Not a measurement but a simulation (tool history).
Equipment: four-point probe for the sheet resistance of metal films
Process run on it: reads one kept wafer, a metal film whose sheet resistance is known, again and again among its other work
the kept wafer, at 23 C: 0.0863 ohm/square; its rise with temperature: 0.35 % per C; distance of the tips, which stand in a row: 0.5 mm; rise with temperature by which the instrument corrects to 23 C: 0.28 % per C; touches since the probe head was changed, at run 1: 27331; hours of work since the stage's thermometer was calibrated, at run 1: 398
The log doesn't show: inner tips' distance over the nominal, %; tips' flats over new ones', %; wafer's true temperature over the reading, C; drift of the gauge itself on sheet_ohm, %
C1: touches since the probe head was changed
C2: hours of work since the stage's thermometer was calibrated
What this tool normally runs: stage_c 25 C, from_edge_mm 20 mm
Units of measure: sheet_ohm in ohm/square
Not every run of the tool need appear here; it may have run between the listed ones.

Run 1, hour 0: usual settings; C1 27331; C2 398. Result: sheet_ohm 0.086755 ohm/square.
Run 2, hour 21.9: usual settings but from_edge_mm 61 mm; C1 28652; C2 413. Result: sheet_ohm 0.086758 ohm/square.
Run 3, hour 49: usual settings but from_edge_mm 61 mm; C1 30294; C2 432. Result: sheet_ohm 0.086752 ohm/square.
Run 4, hour 66: usual settings but from_edge_mm 16 mm; C1 31317; C2 444. Result: sheet_ohm 0.08681 ohm/square.
Run 5, hour 86.3: usual settings but from_edge_mm 16 mm; C1 32548; C2 458. Result: sheet_ohm 0.086805 ohm/square.
Run 6, hour 111.1: usual settings but from_edge_mm 16 mm; C1 34045; C2 475. Result: sheet_ohm 0.086816 ohm/square.
Run 7, hour 141.2: usual settings but stage_c 30 C, from_edge_mm 5 mm; C1 35861; C2 496. Result: sheet_ohm 0.087544 ohm/square.
Run 8, hour 170.1: usual settings but stage_c 30 C, from_edge_mm 5 mm; C1 37611; C2 516. Result: sheet_ohm 0.087557 ohm/square.
Run 9, hour 198.9: usual settings but stage_c 20 C, from_edge_mm 66 mm; C1 39348; C2 536. Result: sheet_ohm 0.086486 ohm/square.
Run 10, hour 213.1: usual settings but stage_c 21 C, from_edge_mm 4 mm; C1 40209; C2 545. Result: sheet_ohm 0.087289 ohm/square.

Selected run-to-run steps in sheet_ohm, each split into two signed amounts: the part the tool would show with no hidden state at all (from settings, incoming material and random variation), and the remainder, which goes to the hidden state together with any gauge scatter not common to the measured and the hidden-state-free results:
Run 6 -> 7: stage_c 25 -> 30, from_edge_mm 16 -> 5. sheet_ohm +0.000728 ohm/square: hidden state +0.000012, all else +0.000716.
Run 8 -> 9: stage_c 30 -> 20, from_edge_mm 5 -> 66. sheet_ohm -0.001071 ohm/square: hidden state +0.000006, all else -0.001077.
